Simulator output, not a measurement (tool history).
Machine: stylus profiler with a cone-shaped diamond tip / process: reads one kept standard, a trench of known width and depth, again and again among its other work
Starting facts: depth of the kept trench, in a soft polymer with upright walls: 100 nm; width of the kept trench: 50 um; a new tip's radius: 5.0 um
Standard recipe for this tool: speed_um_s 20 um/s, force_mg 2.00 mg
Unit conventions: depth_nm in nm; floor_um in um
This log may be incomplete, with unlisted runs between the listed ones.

run 1 hour=0.0 | speed_um_s=20 force_mg=2.00 | depth_nm=100.78 floor_um=47.76
run 2 hour=114.4 | speed_um_s=12 force_mg=2.00 | depth_nm=100.68 floor_um=47.81
run 3 hour=194.1 | speed_um_s=12 force_mg=2.00 | depth_nm=100.66 floor_um=47.75
run 4 hour=309.6 | speed_um_s=20 force_mg=2.00 | depth_nm=100.68 floor_um=47.69
run 5 hour=381.2 | speed_um_s=20 force_mg=2.00 | depth_nm=100.76 floor_um=47.69
run 6 hour=450.7 | speed_um_s=20 force_mg=2.00 | depth_nm=100.63 floor_um=47.70
run 7 hour=578.8 | speed_um_s=6 force_mg=2.00 | depth_nm=100.63 floor_um=47.74
-- hour=616.3 height scale calibrated on a step standard
run 8 hour=685.3 | speed_um_s=20 force_mg=1.04 | depth_nm=100.57 floor_um=47.61
run 9 hour=773.9 | speed_um_s=20 force_mg=1.04 | depth_nm=100.57 floor_um=47.59
run 10 hour=836.3 | speed_um_s=20 force_mg=1.04 | depth_nm=100.50 floor_um=47.61
run 11 hour=909.2 | speed_um_s=20 force_mg=1.04 | depth_nm=100.42 floor_um=47.60
run 12 hour=996.9 | speed_um_s=20 force_mg=1.04 | depth_nm=100.46 floor_um=47.58
run 13 hour=1058.6 | speed_um_s=29 force_mg=2.00 | depth_nm=100.72 floor_um=47.54
run 14 hour=1151.5 | speed_um_s=29 force_mg=2.00 | depth_nm=100.75 floor_um=47.54
run 15 hour=1223.5 | speed_um_s=12 force_mg=2.00 | depth_nm=100.73 floor_um=47.58
run 16 hour=1321.5 | speed_um_s=12 force_mg=2.00 | depth_nm=100.68 floor_um=47.57
run 17 hour=1378.3 | speed_um_s=20 force_mg=0.79 | depth_nm=100.30 floor_um=47.55
run 18 hour=1489.8 | speed_um_s=20 force_mg=2.00 | depth_nm=100.72 floor_um=47.53
run 19 hour=1560.8 | speed_um_s=20 force_mg=2.00 | depth_nm=100.60 floor_um=47.50
run 20 hour=1636.9 | speed_um_s=20 force_mg=2.00 | depth_nm=100.74 floor_um=47.50
run 21 hour=1701.3 | speed_um_s=20 force_mg=2.00 | depth_nm=100.58 floor_um=47.47
run 22 hour=1792.6 | speed_um_s=20 force_mg=2.00 | depth_nm=100.55 floor_um=47.51
run 23 hour=1904.9 | speed_um_s=11 force_mg=2.00 | depth_nm=100.54 floor_um=47.49
run 24 hour=2002.7 | speed_um_s=9 force_mg=2.00 | depth_nm=100.55 floor_um=47.53
run 25 hour=2113.0 | speed_um_s=6 force_mg=1.89 | depth_nm=100.48 floor_um=47.51
-- hour=2140.1 height scale calibrated on a step standard
run 26 hour=2239.9 | speed_um_s=6 force_mg=1.89 | depth_nm=100.85 floor_um=47.50
run 27 hour=2307.4 | speed_um_s=6 force_mg=1.89 | depth_nm=100.73 floor_um=47.50
run 28 hour=2407.5 | speed_um_s=20 force_mg=1.76 | depth_nm=100.73 floor_um=47.37
run 29 hour=2520.5 | speed_um_s=20 force_mg=1.76 | depth_nm=100.67 floor_um=47.34
run 30 hour=2609.6 | speed_um_s=9 force_mg=1.97 | depth_nm=100.68 floor_um=47.42
run 31 hour=2716.4 | speed_um_s=32 force_mg=0.78 | depth_nm=100.30 floor_um=47.17
run 32 hour=2803.1 | speed_um_s=26 force_mg=5.04 | depth_nm=101.42 floor_um=47.35
run 33 hour=2884.5 | speed_um_s=26 force_mg=5.04 | depth_nm=101.37 floor_um=47.35
run 34 hour=3006.7 | speed_um_s=6 force_mg=1.97 | depth_nm=100.69 floor_um=47.41
run 35 hour=3061.3 | speed_um_s=6 force_mg=1.97 | depth_nm=100.70 floor_um=47.38
run 36 hour=3126.3 | speed_um_s=34 force_mg=5.43 | depth_nm=101.48 floor_um=47.31
run 37 hour=3204.0 | speed_um_s=7 force_mg=1.32 | depth_nm=100.38 floor_um=47.38
run 38 hour=3319.0 | speed_um_s=7 force_mg=1.32 | depth_nm=100.38 floor_um=47.32

For run 39, what comes out?
run 39 hour=3388.8 | speed_um_s=7 force_mg=5.33 | depth_nm=? floor_um=?

For run 39 the tool returned depth_nm 101.31 nm, floor_um 47.31 um.
Had the tool carried no hidden state, the very same run would have given depth_nm 101.66 nm, floor_um 47.96 um.
